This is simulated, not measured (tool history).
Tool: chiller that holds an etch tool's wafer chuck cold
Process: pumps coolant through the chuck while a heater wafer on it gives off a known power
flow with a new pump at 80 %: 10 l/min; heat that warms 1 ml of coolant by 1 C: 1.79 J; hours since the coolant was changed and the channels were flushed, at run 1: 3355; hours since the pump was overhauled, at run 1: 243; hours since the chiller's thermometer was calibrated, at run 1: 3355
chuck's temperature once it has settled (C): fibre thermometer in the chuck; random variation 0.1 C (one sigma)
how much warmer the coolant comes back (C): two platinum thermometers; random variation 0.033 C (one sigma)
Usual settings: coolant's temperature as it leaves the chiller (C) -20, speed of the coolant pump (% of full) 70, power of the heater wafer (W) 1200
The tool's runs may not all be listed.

run	day	coolant's temperature as it leaves the chiller (C)	speed of the coolant pump (% of full)	power of the heater wafer (W)	hours since the coolant was changed and the channels were flushed	hours since the pump was overhauled	hours since the chiller's thermometer was calibrated	chuck's temperature once it has settled (C)	how much warmer the coolant comes back (C)
1	0.000	-20	70	1200	3355	243	3355	-9.1	4.60
2	1.408	-20	70	634	3388	277	3388	-14.4	2.49
3	2.429	-20	70	1740	3413	301	3413	-3.9	6.69
4	3.800	-20	70	1740	3446	334	3446	-4.0	6.72
5	5.096	-20	70	1740	3477	365	3477	-3.8	6.78
6	6.150	-20	64	1200	3502	390	3502	-8.1	5.12
7	7.725	-20	84	1200	3540	428	3540	-10.2	3.88
8	9.904	-20	84	1200	3592	481	3592	-10.3	3.86
9	11.500	-20	66	1200	3631	519	3631	-8.3	4.95
# day 12.408: chiller's thermometer calibrated
10	13.625	-20	66	1200	3681	569	29	-8.1	4.86
11	15.196	-20	66	1200	3718	607	67	-8.1	4.95
12	16.458	-20	66	1200	3749	637	97	-8.0	4.97
13	17.417	-20	70	891	3772	660	120	-11.6	3.47
14	19.500	-15	70	1200	3822	710	170	-3.4	4.63
15	21.425	-15	70	1200	3868	756	216	-3.4	4.66
16	23.004	-28	82	1131	3906	794	254	-18.3	3.73
17	25.150	-28	82	1604	3957	845	306	-14.4	5.31
18	26.200	-29	71	701	3982	871	331	-22.5	2.71
19	27.954	-29	95	697	4024	913	373	-23.6	2.05
20	30.112	-29	95	697	4076	965	425	-23.5	1.95
21	31.688	-29	95	697	4114	1002	463	-23.5	2.00
22	32.983	-29	95	697	4145	1033	494	-23.5	1.96
23	35.225	-20	65	745	4199	1087	548	-12.3	3.13
24	37.296	-12	64	750	4249	1137	597	-4.4	3.16
25	39.379	-12	64	750	4299	1187	647	-4.3	3.24
26	41.592	-12	64	750	4352	1240	700	-4.5	3.24
27	43.829	-20	64	1200	4405	1294	754	-7.5	5.19

The same runs without the tool's hidden state, with the same run-to-run variation:
The hidden state here: heat passed by the chuck's channels, % of clean ones'; flow at a given pump speed, % of a new pump's; coolant's true temperature over the reading, C; drift of the gauge itself on chuck_c, C; drift of the gauge itself on warmer_back_c, C.
run	chuck's temperature once it has settled (C)	how much warmer the coolant comes back (C)
1	-9.6	4.57
2	-14.5	2.47
3	-4.9	6.65
4	-4.9	6.67
5	-4.8	6.72
6	-8.8	5.08
7	-10.7	3.85
8	-10.8	3.82
9	-9.0	4.89
10	-9.0	4.80
11	-9.0	4.89
12	-9.0	4.90
13	-12.3	3.42
14	-4.4	4.56
15	-4.4	4.59
16	-19.1	3.67
17	-15.6	5.22
18	-23.1	2.66
19	-24.1	2.01
20	-24.0	1.91
21	-24.0	1.96
22	-24.0	1.92
23	-13.0	3.07
24	-5.1	3.09
25	-5.1	3.16
26	-5.2	3.16
27	-8.8	5.06
